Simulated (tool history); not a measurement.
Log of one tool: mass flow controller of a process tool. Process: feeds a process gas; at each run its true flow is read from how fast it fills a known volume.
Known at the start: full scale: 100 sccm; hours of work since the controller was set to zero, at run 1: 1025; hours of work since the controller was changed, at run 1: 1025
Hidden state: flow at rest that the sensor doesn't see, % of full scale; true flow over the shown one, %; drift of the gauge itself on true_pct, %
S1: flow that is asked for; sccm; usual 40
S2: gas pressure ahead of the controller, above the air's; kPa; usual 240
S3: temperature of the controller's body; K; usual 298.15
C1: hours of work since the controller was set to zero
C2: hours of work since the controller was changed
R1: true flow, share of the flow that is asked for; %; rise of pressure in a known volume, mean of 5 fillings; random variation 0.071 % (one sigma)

Run 1, hour 0.0: usual settings; C1 1025; C2 1025. Result: R1 98.86 %.
Run 2, hour 83.1: usual settings but S1 34 sccm; C1 1089; C2 1089. Result: R1 98.71 %.
Run 3, hour 206.2: usual settings but S1 34 sccm; C1 1183; C2 1183. Result: R1 98.53 %.
Run 4, hour 280.1: usual settings; C1 1239; C2 1239. Result: R1 98.56 %.
Run 5, hour 379.3: usual settings but S1 21 sccm; C1 1315; C2 1315. Result: R1 97.71 %.
Run 6, hour 498.4: usual settings; C1 1406; C2 1406. Result: R1 98.58 %.
Run 7, hour 619.4: usual settings; C1 1499; C2 1499. Result: R1 98.51 %.
Run 8, hour 739.5: usual settings but S2 167 kPa; C1 1590; C2 1590. Result: R1 97.87 %.
Run 9, hour 871.8: usual settings but S2 167 kPa; C1 1692; C2 1692. Result: R1 97.74 %.
Run 10, hour 1007.2: usual settings but S2 167 kPa; C1 1795; C2 1795. Result: R1 97.86 %.
Run 11, hour 1074.1: usual settings but S2 167 kPa; C1 1846; C2 1846. Result: R1 97.80 %.
Run 12, hour 1141.8: usual settings but S2 167 kPa; C1 1898; C2 1898. Result: R1 97.60 %.
Run 13, hour 1254.0: usual settings; C1 1984; C2 1984. Result: R1 98.15 %.
Run 14, hour 1336.7: usual settings but S1 71 sccm; C1 2047; C2 2047. Result: R1 99.01 %.
Run 15, hour 1479.4: usual settings but S1 41 sccm; C1 2156; C2 2156. Result: R1 98.09 %.
Run 16, hour 1584.2: usual settings but S1 41 sccm; C1 2236; C2 2236. Result: R1 97.92 %.
Run 17, hour 1705.3: usual settings but S1 41 sccm; C1 2329; C2 2329. Result: R1 97.98 %.
Run 18, hour 1852.0: usual settings but S1 41 sccm; C1 2441; C2 2441. Result: R1 97.82 %.
Run 19, hour 1970.2: usual settings; C1 2531; C2 2531. Result: R1 97.77 %.
Run 20, hour 2041.7: usual settings; C1 2586; C2 2586. Result: R1 97.90 %.
Run 21, hour 2142.4: usual settings; C1 2663; C2 2663. Result: R1 97.66 %.
Run 22, hour 2204.5: usual settings; C1 2710; C2 2710. Result: R1 97.62 %.
Run 23, hour 2278.4: usual settings; C1 2767; C2 2767. Result: R1 97.58 %.
Run 24, hour 2404.5: usual settings but S2 276 kPa; C1 2863; C2 2863. Result: R1 97.74 %.
Run 25, hour 2549.6: usual settings but S2 249 kPa; C1 2974; C2 2974. Result: R1 97.58 %.
Run 26, hour 2637.4: usual settings but S2 249 kPa; C1 3041; C2 3041. Result: R1 97.50 %.
Run 27, hour 2715.3: usual settings but S2 249 kPa; C1 3101; C2 3101. Result: R1 97.58 %.
Run 28, hour 2866.7: usual settings but S1 81 sccm, S2 208 kPa, S3 297.15 K; C1 3216; C2 3216. Result: R1 98.34 %.
Run 29, hour 2955.4: usual settings but S1 81 sccm, S2 208 kPa, S3 297.15 K; C1 3284; C2 3284. Result: R1 98.24 %.
Run 30, hour 3078.4: usual settings but S1 91 sccm, S2 250 kPa; C1 3378; C2 3378. Result: R1 98.74 %.
At hour 3091.6: controller's zero set anew.
Run 31, hour 3225.7: usual settings but S1 26 sccm, S2 173 kPa, S3 308.15 K; C1 102; C2 3490. Result: R1 94.15 %.
Run 32, hour 3295.4: usual settings but S1 26 sccm, S2 156 kPa, S3 305.15 K; C1 156; C2 3544. Result: R1 93.86 %.
Run 33, hour 3397.7: usual settings but S1 10 sccm; C1 234; C2 3622. Result: R1 86.54 %.
Run 34, hour 3504.0: usual settings but S1 22 sccm, S2 274 kPa, S3 300.15 K; C1 315; C2 3703. Result: R1 93.58 %.
Run 35, hour 3655.3: usual settings but S2 144 kPa, S3 299.15 K; C1 431; C2 3819. Result: R1 95.38 %.
Run 36, hour 3718.7: usual settings but S2 144 kPa, S3 299.15 K; C1 479; C2 3867. Result: R1 95.15 %.
Run 37, hour 3826.6: usual settings but S1 15 sccm, S2 167 kPa, S3 302.15 K; C1 562; C2 3950. Result: R1 89.79 %.
At hour 3914.9: controller's zero set anew, once more.
Run 38, hour 3961.7: usual settings but S1 15 sccm, S2 167 kPa, S3 302.15 K; C1 36; C2 4053. Result: R1 98.31 %.
Run 39, hour 4029.4: usual settings but S2 201 kPa, S3 295.15 K; C1 87; C2 4104. Result: R1 98.53 %.
Run 40, hour 4127.5: usual settings but S1 35 sccm, S2 202 kPa, S3 293.15 K; C1 162; C2 4179. Result: R1 98.45 %.
Run 41, hour 4246.1: usual settings but S1 45 sccm, S3 299.15 K; C1 253; C2 4270. Result: R1 98.84 %.
Run 42, hour 4341.2: usual settings but S1 45 sccm, S3 299.15 K; C1 326; C2 4343. Result: R1 98.94 %.
Run 43, hour 4417.3: usual settings but S3 294.15 K; C1 384; C2 4401. Result: R1 98.67 %.
Run 44, hour 4530.0: usual settings but S1 62 sccm, S3 294.15 K; C1 470; C2 4487. Result: R1 98.83 %.
Run 45, hour 4634.1: usual settings but S1 54 sccm, S2 210 kPa; C1 550; C2 4567. Result: R1 98.75 %.
Run 46, hour 4751.1: usual settings but S1 33 sccm, S2 196 kPa; C1 639; C2 4656. Result: R1 98.04 %.
Run 47, hour 4847.3: usual settings but S1 33 sccm, S2 196 kPa; C1 713; C2 4730. Result: R1 98.02 %.

4 ways to go on from here, each from the tool as it stands after run 47. What would each give?
Run A, hour 4936.4: usual settings but S1 30 sccm, S2 162 kPa, S3 304.15 K; C1 781; C2 4798. Result: R1 ?.
Run B, hour 4936.4: usual settings but S1 90 sccm; C1 781; C2 4798. Result: R1 ?.
Run C, hour 4936.4: usual settings but S1 16 sccm, S2 155 kPa, S3 302.15 K; C1 781; C2 4798. Result: R1 ?.
Run D, hour 4936.4: usual settings but S1 12 sccm, S2 187 kPa, S3 311.15 K; C1 781; C2 4798. Result: R1 ?.

run     R1
  A  98.00
  B  99.29
  C  97.15
  D  97.21
Without the tool's hidden state the same runs would have given:
run      R1
  A   99.48
  B  100.32
  C   99.23
  D   99.71
